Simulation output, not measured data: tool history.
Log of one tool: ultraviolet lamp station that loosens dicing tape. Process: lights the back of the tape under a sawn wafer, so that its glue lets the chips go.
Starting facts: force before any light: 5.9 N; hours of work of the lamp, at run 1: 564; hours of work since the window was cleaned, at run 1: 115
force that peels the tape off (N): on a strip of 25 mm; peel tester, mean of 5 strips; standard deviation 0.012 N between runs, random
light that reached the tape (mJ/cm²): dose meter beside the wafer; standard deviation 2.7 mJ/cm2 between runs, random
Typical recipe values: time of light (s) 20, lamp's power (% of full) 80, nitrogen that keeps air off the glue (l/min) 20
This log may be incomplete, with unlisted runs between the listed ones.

run	hour	time of light (s)	lamp's power (% of full)	nitrogen that keeps air off the glue (l/min)	hours of work of the lamp	hours of work since the window was cleaned	force that peels the tape off (N)	light that reached the tape (mJ/cm²)
1	0	20	80	20	564	115	0.576	348
2	17.5	20	80	20	574	126	0.539	345
3	31.3	20	80	20	582	133	0.546	345
4	57.8	20	80	20	597	149	0.544	351
5	75.7	20	80	20	607	159	0.547	346
6	98.3	11	80	20	620	172	1.368	186
7	125.7	11	80	20	636	188	1.386	189
8	153.1	11	80	20	652	204	1.369	191
9	172.1	11	78	20	663	215	1.407	186
# hour 177.5: window cleaned of glue's vapour
10	188.7	11	78	20	672	6	1.408	185
11	205.1	11	78	20	682	16	1.453	188
12	231.6	20	87	20	697	31	0.482	379
13	260.8	20	87	20	714	48	0.478	381
14	281.5	20	87	20	726	60	0.471	371
15	303.2	20	80	7	738	72	1.128	344
16	328.9	20	80	7	753	87	1.16	349
17	348.9	20	80	7	764	99	1.136	346
18	377.7	20	80	22	781	115	0.512	349
19	402	20	80	8	795	129	1.085	352
20	428	20	80	20	810	144	0.542	348
21	451.8	20	80	20	824	158	0.562	348
22	478	20	80	20	839	173	0.539	351
23	492.5	20	80	30	847	181	0.441	349
24	507.2	20	80	30	856	190	0.419	346
25	524.8	20	76	13	866	200	0.812	331
26	550.6	11	62	30	881	215	1.636	147
# hour 554.7: window cleaned of glue's vapour
27	576.3	40	70	21	895	12	0.261	610
28	601.6	23	85	9	910	27	0.689	422
29	624.8	20	80	12	923	40	0.814	348
30	639.5	20	84	15	932	49	0.622	365
31	655.7	20	95	15	941	58	0.518	415
32	667.6	28	99	31	948	65	0.236	594
33	686	28	99	31	958	76	0.229	605
34	713.8	22	99	9	974	92	0.588	472
35	725.8	20	65	25	981	99	0.665	287
36	738	22	65	13	988	106	0.898	313
37	763	22	65	13	1003	120	0.896	309
38	784	36	98	8	1015	132	0.312	770
39	803	36	98	8	1026	143	0.313	762
40	818.9	29	99	16	1035	152	0.282	626
41	847.8	29	98	16	1052	169	0.286	617
42	869.9	29	98	16	1064	182	0.288	616
43	882.9	23	89	8	1072	189	0.706	442

Each row is a separate what-if for the run after 43, all from the same tool condition, not one after another. Results?
A	897.4	10	75	20	1080	197	?	?
B	897.4	13	86	12	1080	197	?	?
C	897.4	34	79	7	1080	197	?	?
D	897.4	12	98	33	1080	197	?	?

run	force that peels the tape off (N)	light that reached the tape (mJ/cm²)
A	1.648	167
B	1.379	247
C	0.482	576
D	0.659	254
With the hidden condition removed and each run's random variation left untouched, the same runs would have given:
run	force that peels the tape off (N)	light that reached the tape (mJ/cm²)
A	1.64	167
B	1.372	248
C	0.479	578
D	0.654	255
